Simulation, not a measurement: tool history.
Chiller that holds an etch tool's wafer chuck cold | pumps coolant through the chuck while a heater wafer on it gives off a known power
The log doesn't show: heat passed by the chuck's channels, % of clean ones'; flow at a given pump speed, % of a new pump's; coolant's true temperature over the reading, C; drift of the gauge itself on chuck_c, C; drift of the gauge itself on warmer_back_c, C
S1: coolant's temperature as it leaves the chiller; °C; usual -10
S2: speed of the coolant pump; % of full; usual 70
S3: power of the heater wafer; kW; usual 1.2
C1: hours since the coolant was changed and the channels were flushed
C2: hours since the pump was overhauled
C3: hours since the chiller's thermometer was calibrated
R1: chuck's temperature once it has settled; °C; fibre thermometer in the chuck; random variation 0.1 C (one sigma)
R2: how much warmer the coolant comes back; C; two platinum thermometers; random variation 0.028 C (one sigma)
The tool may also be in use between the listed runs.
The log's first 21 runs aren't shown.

run 22 hour=2677.5 | S1=-12 S2=70 S3=1.515 | C1=3250 C2=2163 C3=3250 | R1=5.8 R2=6.14
run 23 hour=2858.7 | S1=-12 S2=70 S3=1.515 | C1=3432 C2=2344 C3=3432 | R1=6 R2=6.11
run 24 hour=3032.4 | S1=-1 S2=91 S3=0.964 | C1=3605 C2=2518 C3=3605 | R1=9 R2=2.93
run 25 hour=3186.7 | S1=-10 S2=73 S3=0.867 | C1=3760 C2=2672 C3=3760 | R1=0.7 R2=3.35
-- hour=3267.9 coolant changed, channels flushed
run 26 hour=3292.7 | S1=-10 S2=93 S3=0.966 | C1=25 C2=2772 C3=3860 | R1=-1.2 R2=2.87
run 27 hour=3470.2 | S1=-9 S2=93 S3=0.966 | C1=202 C2=2950 C3=4037 | R1=0 R2=2.89
run 28 hour=3579.4 | S1=-17 S2=86 S3=1.295 | C1=312 C2=3059 C3=4146 | R1=-4.8 R2=4.23
run 29 hour=3727.3 | S1=-15 S2=87 S3=1.605 | C1=459 C2=3207 C3=4294 | R1=0 R2=5.18
run 30 hour=3829.5 | S1=-20 S2=62 S3=1.543 | C1=562 C2=3309 C3=4396 | R1=-1.4 R2=7.32
run 31 hour=4007.9 | S1=-3 S2=62 S3=1.543 | C1=740 C2=3487 C3=4575 | R1=15.7 R2=7.35

5 ways to go on from here, each from the tool as it stands after run 31. What would each give?
run A hour=4110.1 | S1=-18 S2=62 S3=1.543 | C1=842 C2=3590 C3=4677 | R1=? R2=?
run B hour=4110.1 | S1=-3 S2=65 S3=0.896 | C1=842 C2=3590 C3=4677 | R1=? R2=?
run C hour=4110.1 | S1=-3 S2=62 S3=0.643 | C1=842 C2=3590 C3=4677 | R1=? R2=?
run D hour=4110.1 | S1=-13 S2=70 S3=1.2 | C1=842 C2=3590 C3=4677 | R1=? R2=?
run E hour=4110.1 | S1=0 S2=95 S3=1.543 | C1=842 C2=3590 C3=4677 | R1=? R2=?

run=A R1=1.1 R2=7.33
run=B R1=8.3 R2=4.08
run=C R1=5.5 R2=3.04
run=D R1=0.8 R2=4.98
run=E R1=14 R2=4.52
Without the tool's hidden state the same runs would have given:
run=A R1=-1.7 R2=6.77
run=B R1=6.2 R2=3.77
run=C R1=3.6 R2=2.8
run=D R1=-1.6 R2=4.6
run=E R1=11.6 R2=4.17
